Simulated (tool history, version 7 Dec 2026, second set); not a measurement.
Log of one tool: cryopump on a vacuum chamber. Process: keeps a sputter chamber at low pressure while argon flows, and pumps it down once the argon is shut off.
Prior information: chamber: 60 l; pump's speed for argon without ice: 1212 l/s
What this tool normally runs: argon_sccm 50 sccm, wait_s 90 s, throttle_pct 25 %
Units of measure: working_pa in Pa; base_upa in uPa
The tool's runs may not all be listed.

run   hour  argon_sccm  wait_s  throttle_pct  working_pa  base_upa
  1    0.0          50      90            25      0.3075      3.73
  2   81.2          50      90            25      0.3117      4.10
     136.3  -- pump warmed up, emptied and cooled again
  3  170.8          50      90            25      0.2802      3.27
  4  243.9          50      90            25      0.2843      3.47
  5  289.9          50      90            25      0.2854      3.53
  6  338.0          50      90            25      0.2864      3.73
  7  391.7          50      90            25      0.2881      3.92
  8  436.2          50      90            25      0.2915      3.95
  9  496.6          50      90            25      0.2923      4.09
 10  575.4          48     112            27      0.2643      4.16
 11  636.3          50      20            22      0.3373      8.08
     694.8  -- leaking fittings of the chamber tightened, without venting
 12  700.6          50      20            22      0.3383      5.21
 13  760.7          50      20            22      0.3418      5.52
 14  823.9          50      20            22      0.3475      5.76

Run 15 is up next; what results do you expect?
     881.8  -- pump warmed up, emptied and cooled again
 15  910.0          50     290            22           ?         ?

{"run 15": {"working_pa": 0.3182, "base_upa": 0.89}}
The same run, on a tool lacking any hidden state, would have yielded working_pa 0.3156 Pa, base_upa 0.57 uPa.
